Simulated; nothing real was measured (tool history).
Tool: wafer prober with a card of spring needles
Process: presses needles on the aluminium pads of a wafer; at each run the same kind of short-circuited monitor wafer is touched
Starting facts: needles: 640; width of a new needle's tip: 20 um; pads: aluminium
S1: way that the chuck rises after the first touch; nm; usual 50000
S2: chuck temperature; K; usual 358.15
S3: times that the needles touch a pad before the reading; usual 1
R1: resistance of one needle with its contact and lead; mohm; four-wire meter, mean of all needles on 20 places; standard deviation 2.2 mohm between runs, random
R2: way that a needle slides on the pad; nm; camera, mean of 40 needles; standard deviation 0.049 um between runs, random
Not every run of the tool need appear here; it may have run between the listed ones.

Run 1, hour 0: usual settings. Result: R1 245 mohm, R2 10920 nm.
At hour 7.4: tips cleaned on abrasive film.
At hour 16.7: tips cleaned on abrasive film.
At hour 26: tips cleaned on abrasive film.
At hour 35.3: tips cleaned on abrasive film.
At hour 44.6: tips cleaned on abrasive film.
At hour 52: tips cleaned on abrasive film.
At hour 61.3: tips cleaned on abrasive film.
Run 2, hour 61.3: usual settings but S2 318.15 K. Result: R1 235 mohm, R2 10870 nm.
At hour 68.8: tips cleaned on abrasive film.
At hour 78.1: tips cleaned on abrasive film.
At hour 82: height of the first contact set anew.
At hour 87.6: tips cleaned on abrasive film.
At hour 96.9: tips cleaned on abrasive film.
At hour 104.4: tips cleaned on abrasive film.
At hour 113.6: tips cleaned on abrasive film.
At hour 121.1: tips cleaned on abrasive film.
At hour 130.4: tips cleaned on abrasive film.
At hour 139.7: tips cleaned on abrasive film.
Run 3, hour 146.5: usual settings but S1 36000 nm. Result: R1 247 mohm, R2 7830 nm.
At hour 148.5: tips cleaned on abrasive film.
At hour 157.7: tips cleaned on abrasive film.
At hour 167: tips cleaned on abrasive film.
At hour 176.3: tips cleaned on abrasive film.
At hour 183.7: tips cleaned on abrasive film.
At hour 193: tips cleaned on abrasive film.
At hour 202.3: tips cleaned on abrasive film.
At hour 211.6: tips cleaned on abrasive film.
At hour 220.9: tips cleaned on abrasive film.
At hour 228.3: tips cleaned on abrasive film.
At hour 237.6: tips cleaned on abrasive film.
Run 4, hour 239.6: usual settings but S1 36000 nm. Result: R1 253 mohm, R2 7890 nm.
At hour 245.2: tips cleaned on abrasive film.
At hour 252.7: tips cleaned on abrasive film.
At hour 261.9: tips cleaned on abrasive film.
At hour 271.2: tips cleaned on abrasive film.
At hour 280.5: tips cleaned on abrasive film.
At hour 287.9: tips cleaned on abrasive film.
Run 5, hour 288.8: usual settings but S1 36000 nm, S2 302.15 K. Result: R1 230 mohm, R2 7710 nm.
At hour 296.3: tips cleaned on abrasive film.
At hour 305.5: tips cleaned on abrasive film.
At hour 313: tips cleaned on abrasive film.
At hour 322.3: tips cleaned on abrasive film.
At hour 331.5: tips cleaned on abrasive film.
At hour 340.8: tips cleaned on abrasive film.
At hour 350.1: tips cleaned on abrasive film.
At hour 359.4: tips cleaned on abrasive film.
At hour 363.4: height of the first contact set anew.
At hour 369: tips cleaned on abrasive film.
Run 6, hour 375.4: usual settings but S1 36000 nm, S2 302.15 K. Result: R1 235 mohm, R2 7800 nm.
At hour 377.4: tips cleaned on abrasive film.
At hour 384.8: tips cleaned on abrasive film.
At hour 394.1: tips cleaned on abrasive film.
At hour 403.4: tips cleaned on abrasive film.
At hour 412.6: tips cleaned on abrasive film.
Run 7, hour 416.5: usual settings but S1 36000 nm, S2 302.15 K. Result: R1 234 mohm, R2 7840 nm.
At hour 420.3: tips cleaned on abrasive film.
At hour 429.5: tips cleaned on abrasive film.
At hour 437: tips cleaned on abrasive film.
At hour 446.3: tips cleaned on abrasive film.
At hour 453.7: tips cleaned on abrasive film.
At hour 463: tips cleaned on abrasive film.
At hour 472.3: tips cleaned on abrasive film.
At hour 481.5: tips cleaned on abrasive film.
At hour 490.8: tips cleaned on abrasive film.
At hour 502.8: card fitted with new needles.
At hour 510.3: tips cleaned on abrasive film.
Run 8, hour 511.4: usual settings but S1 36000 nm, S2 307.15 K. Result: R1 237 mohm, R2 7840 nm.
At hour 518.8: tips cleaned on abrasive film.
At hour 528.1: tips cleaned on abrasive film.
At hour 537.4: tips cleaned on abrasive film.
At hour 546.7: tips cleaned on abrasive film.
Run 9, hour 551.5: usual settings but S1 36000 nm, S2 307.15 K. Result: R1 237 mohm, R2 7850 nm.
At hour 555.3: tips cleaned on abrasive film.
At hour 564.6: tips cleaned on abrasive film.
At hour 573.9: tips cleaned on abrasive film.
At hour 583.1: tips cleaned on abrasive film.
At hour 590.6: tips cleaned on abrasive film.
Run 10, hour 594.4: usual settings but S1 36000 nm, S2 307.15 K. Result: R1 237 mohm, R2 7790 nm.
At hour 598.1: tips cleaned on abrasive film.
At hour 607.4: tips cleaned on abrasive film.
At hour 616.7: tips cleaned on abrasive film.
At hour 626: tips cleaned on abrasive film.
At hour 635.2: tips cleaned on abrasive film.
At hour 644.5: tips cleaned on abrasive film.
At hour 653.8: tips cleaned on abrasive film.
At hour 661.2: tips cleaned on abrasive film.
At hour 670.5: tips cleaned on abrasive film.
At hour 679.8: tips cleaned on abrasive film.
Run 11, hour 680.4: usual settings but S1 39000 nm, S2 307.15 K. Result: R1 237 mohm, R2 8460 nm.
At hour 687.9: tips cleaned on abrasive film.
At hour 697.2: tips cleaned on abrasive film.
At hour 706.4: tips cleaned on abrasive film.
At hour 713.9: tips cleaned on abrasive film.
At hour 723.2: tips cleaned on abrasive film.
Run 12, hour 724.3: usual settings. Result: R1 247 mohm, R2 10800 nm.
At hour 731.7: tips cleaned on abrasive film.
At hour 739.2: tips cleaned on abrasive film.
At hour 748.5: tips cleaned on abrasive film.
At hour 757.7: tips cleaned on abrasive film.
At hour 765.2: tips cleaned on abrasive film.
At hour 774.5: tips cleaned on abrasive film.
At hour 783.7: tips cleaned on abrasive film.
At hour 784: height of the first contact set anew.
At hour 793.3: tips cleaned on abrasive film.
At hour 802.6: tips cleaned on abrasive film.
At hour 810.1: tips cleaned on abrasive film.
At hour 818.3: tips cleaned on abrasive film.
Run 13, hour 818.3: usual settings. Result: R1 247 mohm, R2 10810 nm.
At hour 827.5: tips cleaned on abrasive film.
At hour 836.8: tips cleaned on abrasive film.
At hour 846.1: tips cleaned on abrasive film.
At hour 853.5: tips cleaned on abrasive film.
At hour 862.8: tips cleaned on abrasive film.
At hour 872.1: tips cleaned on abrasive film.
At hour 881.4: tips cleaned on abrasive film.
Run 14, hour 884.9: usual settings but S2 319.15 K, S3 2. Result: R1 234 mohm, R2 10810 nm.
At hour 890.5: tips cleaned on abrasive film.
At hour 898: tips cleaned on abrasive film.
At hour 907.3: tips cleaned on abrasive film.
At hour 914.7: tips cleaned on abrasive film.
At hour 924: tips cleaned on abrasive film.
Run 15, hour 927.9: usual settings but S2 331.15 K, S3 2. Result: R1 236 mohm, R2 10760 nm.
At hour 931.6: tips cleaned on abrasive film.
At hour 940.9: tips cleaned on abrasive film.
At hour 948.3: tips cleaned on abrasive film.
At hour 957.6: tips cleaned on abrasive film.
At hour 966.9: tips cleaned on abrasive film.
At hour 974.4: tips cleaned on abrasive film.
At hour 983.6: tips cleaned on abrasive film.
At hour 992.9: tips cleaned on abrasive film.
At hour 1002.2: tips cleaned on abrasive film.
At hour 1011.5: tips cleaned on abrasive film.
Run 16, hour 1018.7: usual settings but S2 331.15 K, S3 2. Result: R1 237 mohm, R2 10730 nm.
At hour 1020.6: tips cleaned on abrasive film.
At hour 1029.9: tips cleaned on abrasive film.
At hour 1039.2: tips cleaned on abrasive film.
At hour 1048.4: tips cleaned on abrasive film.
At hour 1057.7: tips cleaned on abrasive film.
At hour 1065.4: height of the first contact set anew.
At hour 1067.3: tips cleaned on abrasive film.
At hour 1076.6: tips cleaned on abrasive film.
Run 17, hour 1078.2: usual settings but S2 331.15 K, S3 2. Result: R1 241 mohm, R2 10780 nm.
At hour 1085.6: tips cleaned on abrasive film.
At hour 1094.9: tips cleaned on abrasive film.
At hour 1104.2: tips cleaned on abrasive film.
At hour 1113.5: tips cleaned on abrasive film.
At hour 1122.7: tips cleaned on abrasive film.
Run 18, hour 1129.2: usual settings but S1 38000 nm, S2 329.15 K. Result: R1 241 mohm, R2 8290 nm.
At hour 1131.1: tips cleaned on abrasive film.
At hour 1140.4: tips cleaned on abrasive film.
At hour 1149.7: tips cleaned on abrasive film.
At hour 1159: tips cleaned on abrasive film.
At hour 1168.2: tips cleaned on abrasive film.
At hour 1175.7: tips cleaned on abrasive film.
Run 19, hour 1176.2: usual settings but S1 67000 nm, S2 327.15 K, S3 2. Result: R1 231 mohm, R2 14410 nm.

Below are 4 alternative next runs, each starting from the tool's condition after run 19. Predict each:
At hour 1183.6: tips cleaned on abrasive film.
At hour 1192.9: tips cleaned on abrasive film.
At hour 1202.2: tips cleaned on abrasive film.
At hour 1211.4: tips cleaned on abrasive film.
At hour 1220.7: tips cleaned on abrasive film.
At hour 1230: tips cleaned on abrasive film.
At hour 1239.3: tips cleaned on abrasive film.
At hour 1248.6: tips cleaned on abrasive film.
At hour 1257.8: tips cleaned on abrasive film.
Run A, hour 1263.7: usual settings but S1 37000 nm, S2 367.15 K, S3 2. Result: R1 ?, R2 ?.
At hour 1183.6: tips cleaned on abrasive film.
At hour 1192.9: tips cleaned on abrasive film.
At hour 1202.2: tips cleaned on abrasive film.
At hour 1211.4: tips cleaned on abrasive film.
At hour 1220.7: tips cleaned on abrasive film.
At hour 1230: tips cleaned on abrasive film.
At hour 1239.3: tips cleaned on abrasive film.
At hour 1248.6: tips cleaned on abrasive film.
At hour 1257.8: tips cleaned on abrasive film.
Run B, hour 1263.7: usual settings but S1 32000 nm, S2 347.15 K. Result: R1 ?, R2 ?.
At hour 1183.6: tips cleaned on abrasive film.
At hour 1192.9: tips cleaned on abrasive film.
At hour 1202.2: tips cleaned on abrasive film.
At hour 1211.4: tips cleaned on abrasive film.
At hour 1220.7: tips cleaned on abrasive film.
At hour 1230: tips cleaned on abrasive film.
At hour 1239.3: tips cleaned on abrasive film.
At hour 1248.6: tips cleaned on abrasive film.
At hour 1257.8: tips cleaned on abrasive film.
Run C, hour 1263.7: usual settings but S1 34000 nm, S2 335.15 K, S3 3. Result: R1 ?, R2 ?.
At hour 1183.6: tips cleaned on abrasive film.
At hour 1192.9: tips cleaned on abrasive film.
At hour 1202.2: tips cleaned on abrasive film.
At hour 1211.4: tips cleaned on abrasive film.
At hour 1220.7: tips cleaned on abrasive film.
At hour 1230: tips cleaned on abrasive film.
At hour 1239.3: tips cleaned on abrasive film.
At hour 1248.6: tips cleaned on abrasive film.
At hour 1257.8: tips cleaned on abrasive film.
Run D, hour 1263.7: usual settings but S1 59000 nm, S2 310.15 K. Result: R1 ?, R2 ?.

run   R1     R2
  A  249   7970
  B  251   6870
  C  248   7320
  D  229  12710
Take away the tool's hidden state, keep each run's random variation, and the runs would have read:
run   R1     R2
  A  249   8070
  B  250   6960
  C  248   7410
  D  229  12870

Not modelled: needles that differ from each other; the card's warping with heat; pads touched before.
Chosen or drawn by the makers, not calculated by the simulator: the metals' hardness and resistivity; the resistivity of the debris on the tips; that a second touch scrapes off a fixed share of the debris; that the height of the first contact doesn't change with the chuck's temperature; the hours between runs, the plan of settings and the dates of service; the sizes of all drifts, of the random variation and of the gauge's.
